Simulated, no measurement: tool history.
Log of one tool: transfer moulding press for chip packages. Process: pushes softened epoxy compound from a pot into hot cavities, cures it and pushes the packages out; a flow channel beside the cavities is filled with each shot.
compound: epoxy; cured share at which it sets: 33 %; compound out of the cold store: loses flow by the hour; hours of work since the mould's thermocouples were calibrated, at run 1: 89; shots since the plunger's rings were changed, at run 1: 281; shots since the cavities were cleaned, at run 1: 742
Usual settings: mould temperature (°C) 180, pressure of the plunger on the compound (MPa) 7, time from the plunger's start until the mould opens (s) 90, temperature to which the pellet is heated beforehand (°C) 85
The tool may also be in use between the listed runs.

run,hour,mould temperature (°C),pressure of the plunger on the compound (MPa),time from the plunger's start until the mould opens (s),temperature to which the pellet is heated beforehand (°C),hours of work since the mould's thermocouples were calibrated,shots since the plunger's rings were changed,shots since the cavities were cleaned,incoming compound's hours out of the cold store,length that the compound runs in the flow channel (mm),greatest force on the pins that push the packages out (N)
1,0,180,7,90,85,89,281,742,10.4,814,381
# hour 20.6: cavities cleaned with cleaning compound and waxed
2,39.4,180,7,90,85,109,654,185,11.2,810,318
3,86.3,180,7,90,81,134,1116,647,11.9,799,390
# hour 116.8: cavities cleaned with cleaning compound and waxed
4,124.9,180,7,90,81,154,1482,80,33.2,687,274
5,186.7,180,7,90,81,187,2091,689,30.9,692,380
# hour 215: cavities cleaned with cleaning compound and waxed
6,246.8,180,7,90,81,217,2668,313,25.3,712,331
7,278.1,180,7,95,85,234,2976,621,14.4,767,341
# hour 314.4: cavities cleaned with cleaning compound and waxed
8,338.7,180,7,95,85,265,3559,240,39,641,289
# hour 362.5: plunger's sealing rings changed
9,394.8,180,7,95,85,294,317,767,10.1,817,368
# hour 415.4: cavities cleaned with cleaning compound and waxed
10,430.2,180,7,95,85,311,651,145,21.7,748,273
11,461.3,180,7,95,85,328,958,452,21.3,746,327
12,505.7,180,7,95,85,351,1395,889,15.7,772,381
# hour 514.1: cavities cleaned with cleaning compound and waxed
13,566.4,180,7,95,85,383,1979,515,34.7,673,329
# hour 612.6: cavities cleaned with cleaning compound and waxed
14,621.3,180,5.65,90,85,411,2505,85,12.4,706,290
15,684.1,180,5.65,90,85,444,3124,704,33.2,605,360
# hour 708.5: cavities cleaned with cleaning compound and waxed
# hour 749.9: plunger's sealing rings changed
16,756.1,180,5.65,90,85,480,61,444,32.1,633,361
# hour 811: cavities cleaned with cleaning compound and waxed
17,819.3,184,7,90,85,513,669,82,43,641,240
18,852,172,7.84,90,94,530,992,405,11,871,613
19,885.3,172,7.84,90,94,548,1319,732,33.4,745,604
# hour 908: cavities cleaned with cleaning compound and waxed
20,938.1,173,7.08,90,76,575,1825,296,22.3,757,546
# hour 1004.7: cavities cleaned with cleaning compound and waxed
21,1004.7,177,7.08,90,76,609,2467,0,29.5,707,321
22,1052.1,180,7,80,94,634,2934,467,39.7,646,416
23,1088.5,180,7,80,94,653,3292,825,35.9,658,464
# hour 1103.4: cavities cleaned with cleaning compound and waxed
# hour 1135.4: plunger's sealing rings changed
24,1148.3,180,7,80,94,683,127,418,31.9,701,430
25,1192.1,180,6.6,80,89,706,558,849,31.7,681,513
# hour 1202.1: cavities cleaned with cleaning compound and waxed
26,1267.4,180,8.18,90,85,745,1286,644,21,810,392
# hour 1300.3: cavities cleaned with cleaning compound and waxed
27,1306.4,180,5.36,90,85,765,1655,60,36.5,588,283

4 ways to go on from here, each from the tool as it stands after run 27. What would each give?
A,1357.1,184,7.89,104,85,792,2155,560,33.3,?,?
B,1357.1,185,7,84,82,792,2155,560,47.1,?,?
C,1357.1,176,7.73,88,85,792,2155,560,33.7,?,?
D,1357.1,174,6.49,90,94,792,2155,560,8.1,?,?

run,length that the compound runs in the flow channel (mm),greatest force on the pins that push the packages out (N)
A,714,288
B,611,329
C,723,501
D,797,594
Without the tool's hidden state the same runs would have given:
run,length that the compound runs in the flow channel (mm),greatest force on the pins that push the packages out (N)
A,731,204
B,626,224
C,740,324
D,815,376
